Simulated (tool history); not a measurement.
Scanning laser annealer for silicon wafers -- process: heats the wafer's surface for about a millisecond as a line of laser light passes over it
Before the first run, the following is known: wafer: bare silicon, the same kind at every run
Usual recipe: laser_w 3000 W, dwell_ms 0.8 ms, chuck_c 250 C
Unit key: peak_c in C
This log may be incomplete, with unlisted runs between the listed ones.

run 1 hour=0 | laser_w=3000 dwell_ms=0.8 chuck_c=250 | peak_c=964
run 2 hour=12.8 | laser_w=3000 dwell_ms=0.8 chuck_c=250 | peak_c=961
run 3 hour=30.2 | laser_w=3198 dwell_ms=0.8 chuck_c=250 | peak_c=1011
run 4 hour=46.1 | laser_w=3000 dwell_ms=0.8 chuck_c=250 | peak_c=960
run 5 hour=59.2 | laser_w=2766 dwell_ms=0.8 chuck_c=250 | peak_c=900
run 6 hour=68.2 | laser_w=2766 dwell_ms=0.8 chuck_c=250 | peak_c=900
run 7 hour=80.3 | laser_w=2766 dwell_ms=0.8 chuck_c=250 | peak_c=898
run 8 hour=90.3 | laser_w=3000 dwell_ms=0.8 chuck_c=279 | peak_c=988
run 9 hour=98 | laser_w=3000 dwell_ms=0.8 chuck_c=279 | peak_c=986
run 10 hour=113.4 | laser_w=3000 dwell_ms=0.8 chuck_c=250 | peak_c=956
run 11 hour=131.7 | laser_w=3000 dwell_ms=0.8 chuck_c=250 | peak_c=958
run 12 hour=143.2 | laser_w=3000 dwell_ms=0.8 chuck_c=272 | peak_c=980
run 13 hour=158.9 | laser_w=3000 dwell_ms=0.8 chuck_c=272 | peak_c=978
run 14 hour=174 | laser_w=3000 dwell_ms=0.946 chuck_c=272 | peak_c=1048
run 15 hour=182.1 | laser_w=3000 dwell_ms=0.946 chuck_c=272 | peak_c=1049
run 16 hour=194.3 | laser_w=3000 dwell_ms=0.946 chuck_c=272 | peak_c=1049
run 17 hour=202.3 | laser_w=2616 dwell_ms=0.8 chuck_c=250 | peak_c=858
run 18 hour=218 | laser_w=3000 dwell_ms=0.8 chuck_c=217 | peak_c=922
run 19 hour=235.4 | laser_w=3000 dwell_ms=0.8 chuck_c=217 | peak_c=919
run 20 hour=244.6 | laser_w=3000 dwell_ms=0.8 chuck_c=217 | peak_c=923
run 21 hour=260.3 | laser_w=3000 dwell_ms=0.8 chuck_c=217 | peak_c=919
run 22 hour=277.7 | laser_w=3077 dwell_ms=0.758 chuck_c=216 | peak_c=914
run 23 hour=292.2 | laser_w=3077 dwell_ms=0.758 chuck_c=216 | peak_c=917
run 24 hour=309.9 | laser_w=3000 dwell_ms=0.563 chuck_c=245 | peak_c=818
run 25 hour=323.5 | laser_w=3000 dwell_ms=0.563 chuck_c=245 | peak_c=818
run 26 hour=332 | laser_w=3032 dwell_ms=0.563 chuck_c=245 | peak_c=823
run 27 hour=346 | laser_w=2967 dwell_ms=0.65 chuck_c=250 | peak_c=862
run 28 hour=353.7 | laser_w=3154 dwell_ms=0.804 chuck_c=252 | peak_c=995
run 29 hour=364.7 | laser_w=3154 dwell_ms=0.746 chuck_c=252 | peak_c=963
run 30 hour=381.3 | laser_w=2623 dwell_ms=0.582 chuck_c=234 | peak_c=733
run 31 hour=397.2 | laser_w=2844 dwell_ms=0.8 chuck_c=250 | peak_c=912
run 32 hour=405.4 | laser_w=2844 dwell_ms=0.8 chuck_c=250 | peak_c=913
run 33 hour=416.1 | laser_w=2893 dwell_ms=0.822 chuck_c=271 | peak_c=952
run 34 hour=431.7 | laser_w=3040 dwell_ms=0.8 chuck_c=279 | peak_c=988
run 35 hour=449.3 | laser_w=2657 dwell_ms=0.657 chuck_c=226 | peak_c=769
run 36 hour=464 | laser_w=2657 dwell_ms=0.657 chuck_c=226 | peak_c=769
run 37 hour=472.2 | laser_w=2796 dwell_ms=0.643 chuck_c=230 | peak_c=798
run 38 hour=485 | laser_w=2820 dwell_ms=0.625 chuck_c=230 | peak_c=793
run 39 hour=495.9 | laser_w=2820 dwell_ms=0.625 chuck_c=230 | peak_c=797
run 40 hour=510.2 | laser_w=3216 dwell_ms=0.8 chuck_c=249 | peak_c=1004

Some steps in peak_c, run to run, broken into two amounts with sign: the step expected even without the hidden condition (settings, incoming material, random variation), and the rest, left for the hidden condition together with whatever gauge scatter is not in both the measured and the hidden-condition-free result:
Unlogged tool condition in this case: light that passes the window, % of a clean one's; laser's true power over the reading, %; width of the line over the set one, %; drift of the gauge itself on peak_c, C.
Run 29 -> 30: laser_w 3154 -> 2623, dwell_ms 0.746 -> 0.582, chuck_c 252 -> 234. peak_c -230 C: hidden state +9, all else -239.
Run 30 -> 31: laser_w 2623 -> 2844, dwell_ms 0.582 -> 0.8, chuck_c 234 -> 250. peak_c +179 C: hidden state -8, all else +187.
Run 34 -> 35: laser_w 3040 -> 2657, dwell_ms 0.8 -> 0.657, chuck_c 279 -> 226. peak_c -219 C: hidden state +7, all else -226.
Run 39 -> 40: laser_w 2820 -> 3216, dwell_ms 0.625 -> 0.8, chuck_c 230 -> 249. peak_c +207 C: hidden state -10, all else +217.
